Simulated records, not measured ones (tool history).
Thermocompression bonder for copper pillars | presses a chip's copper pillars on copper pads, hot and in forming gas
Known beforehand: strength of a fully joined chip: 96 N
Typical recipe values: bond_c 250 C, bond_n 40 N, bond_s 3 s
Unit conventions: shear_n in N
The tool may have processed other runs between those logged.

run    day  bond_c  bond_n  bond_s  shear_n
  1  0.000     250      40       3     63.1
  2  0.438     250      40       3     62.4
  3  1.142     250      40       3     63.4
  4  1.700     250      40       5     72.1
  5  2.425     250      40       5     72.3
  6  3.104     250      40       5     72.5
  7  3.533     250      40       5     70.0
     4.004  -- heater calibrated with a thermocouple chip
  8  4.121     250      40       5     76.3
  9  4.542     250      40       5     76.7
 10  5.267     250      40       5     76.2
 11  5.692     250      40       5     76.2
 12  6.338     250      40       7     80.7
 13  6.717     250      40       3     68.2
 14  7.462     239      40       7     76.1
 15  7.883     235      40       3     59.8
 16  8.592     235      40       3     60.4
 17  9.292     235      40       3     59.9

The next listed run, before its measurement:
 18  9.696     235      40       3        ?

shear_n: 58.5 N
Were there no unlogged condition in the tool, this run, its random variation unchanged, would have produced shear_n 61.7 N.

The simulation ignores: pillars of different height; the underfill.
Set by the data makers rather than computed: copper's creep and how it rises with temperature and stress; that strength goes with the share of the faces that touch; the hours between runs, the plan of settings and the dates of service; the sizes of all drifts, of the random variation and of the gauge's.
